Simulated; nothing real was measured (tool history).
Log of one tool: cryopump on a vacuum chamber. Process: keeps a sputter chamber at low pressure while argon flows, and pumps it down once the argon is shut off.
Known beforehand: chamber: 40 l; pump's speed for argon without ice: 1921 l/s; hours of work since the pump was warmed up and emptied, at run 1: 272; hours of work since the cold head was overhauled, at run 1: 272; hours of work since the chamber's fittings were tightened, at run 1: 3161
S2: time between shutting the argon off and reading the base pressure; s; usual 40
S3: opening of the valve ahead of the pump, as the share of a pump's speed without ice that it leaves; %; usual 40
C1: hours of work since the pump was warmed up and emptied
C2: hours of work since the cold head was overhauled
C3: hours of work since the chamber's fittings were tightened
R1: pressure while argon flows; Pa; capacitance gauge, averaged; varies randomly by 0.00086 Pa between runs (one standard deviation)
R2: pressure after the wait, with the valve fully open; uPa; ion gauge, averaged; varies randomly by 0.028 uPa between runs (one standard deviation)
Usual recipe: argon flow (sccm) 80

{"run": 1, "hour": 0.0, "argon flow (sccm)": 80, "S2": 40, "S3": 40, "C1": 272, "C2": 272, "C3": 3161, "R1": 0.1838, "R2": 2.34}
{"run": 2, "hour": 11.0, "argon flow (sccm)": 80, "S2": 40, "S3": 40, "C1": 278, "C2": 278, "C3": 3167, "R1": 0.1834, "R2": 2.33}
{"run": 3, "hour": 23.4, "argon flow (sccm)": 32, "S2": 40, "S3": 40, "C1": 285, "C2": 285, "C3": 3174, "R1": 0.074, "R2": 2.25}
{"run": 4, "hour": 38.0, "argon flow (sccm)": 80, "S2": 40, "S3": 40, "C1": 293, "C2": 293, "C3": 3182, "R1": 0.1835, "R2": 2.35}
{"run": 5, "hour": 57.2, "argon flow (sccm)": 80, "S2": 40, "S3": 40, "C1": 304, "C2": 304, "C3": 3193, "R1": 0.182, "R2": 2.38}
{"run": 6, "hour": 73.6, "argon flow (sccm)": 80, "S2": 40, "S3": 40, "C1": 313, "C2": 313, "C3": 3203, "R1": 0.1851, "R2": 2.37}
{"run": 7, "hour": 87.9, "argon flow (sccm)": 80, "S2": 40, "S3": 21, "C1": 321, "C2": 321, "C3": 3211, "R1": 0.3434, "R2": 2.45}
{"run": 8, "hour": 105.1, "argon flow (sccm)": 80, "S2": 40, "S3": 40, "C1": 331, "C2": 331, "C3": 3220, "R1": 0.1861, "R2": 2.36}
{"run": 9, "hour": 119.5, "argon flow (sccm)": 80, "S2": 40, "S3": 40, "C1": 339, "C2": 339, "C3": 3228, "R1": 0.1853, "R2": 2.37}
{"run": 10, "hour": 132.3, "argon flow (sccm)": 143, "S2": 40, "S3": 40, "C1": 346, "C2": 346, "C3": 3236, "R1": 0.3343, "R2": 2.5}
{"run": 11, "hour": 148.6, "argon flow (sccm)": 36, "S2": 274, "S3": 27, "C1": 356, "C2": 356, "C3": 3245, "R1": 0.1211, "R2": 1.4}
{"run": 12, "hour": 166.6, "argon flow (sccm)": 44, "S2": 40, "S3": 40, "C1": 366, "C2": 366, "C3": 3255, "R1": 0.1016, "R2": 2.47}
{"run": 13, "hour": 176.5, "argon flow (sccm)": 111, "S2": 158, "S3": 59, "C1": 371, "C2": 371, "C3": 3261, "R1": 0.1812, "R2": 1.54}
{"hour": 183.0, "done": "pump warmed up, emptied and cooled again"}
{"run": 14, "hour": 193.4, "argon flow (sccm)": 55, "S2": 148, "S3": 40, "C1": 6, "C2": 378, "C3": 3267, "R1": 0.1212, "R2": 1.44}
{"run": 15, "hour": 213.3, "argon flow (sccm)": 55, "S2": 111, "S3": 22, "C1": 17, "C2": 389, "C3": 3279, "R1": 0.2197, "R2": 1.56}

Branching from run 15: 5 alternative next runs. What would each branch give?
{"run": "A", "hour": 225.3, "argon flow (sccm)": 107, "S2": 53, "S3": 42, "C1": 24, "C2": 396, "C3": 3285, "R1": "?", "R2": "?"}
{"run": "B", "hour": 225.3, "argon flow (sccm)": 34, "S2": 68, "S3": 50, "C1": 24, "C2": 396, "C3": 3285, "R1": "?", "R2": "?"}
{"run": "C", "hour": 225.3, "argon flow (sccm)": 86, "S2": 111, "S3": 26, "C1": 24, "C2": 396, "C3": 3285, "R1": "?", "R2": "?"}
{"run": "D", "hour": 225.3, "argon flow (sccm)": 108, "S2": 290, "S3": 18, "C1": 24, "C2": 396, "C3": 3285, "R1": "?", "R2": "?"}
{"run": "E", "hour": 225.3, "argon flow (sccm)": 80, "S2": 40, "S3": 51, "C1": 24, "C2": 396, "C3": 3285, "R1": "?", "R2": "?"}

run=A R1=0.2258 R2=2.04
run=B R1=0.0595 R2=1.92
run=C R1=0.2919 R2=1.58
run=D R1=0.5296 R2=1.31
run=E R1=0.1401 R2=2.3
With no hidden state in the tool, these same runs would have given:
run=A R1=0.2242 R2=1.04
run=B R1=0.059 R2=0.88
run=C R1=0.2907 R2=0.57
run=D R1=0.528 R2=0.31
run=E R1=0.1389 R2=1.3
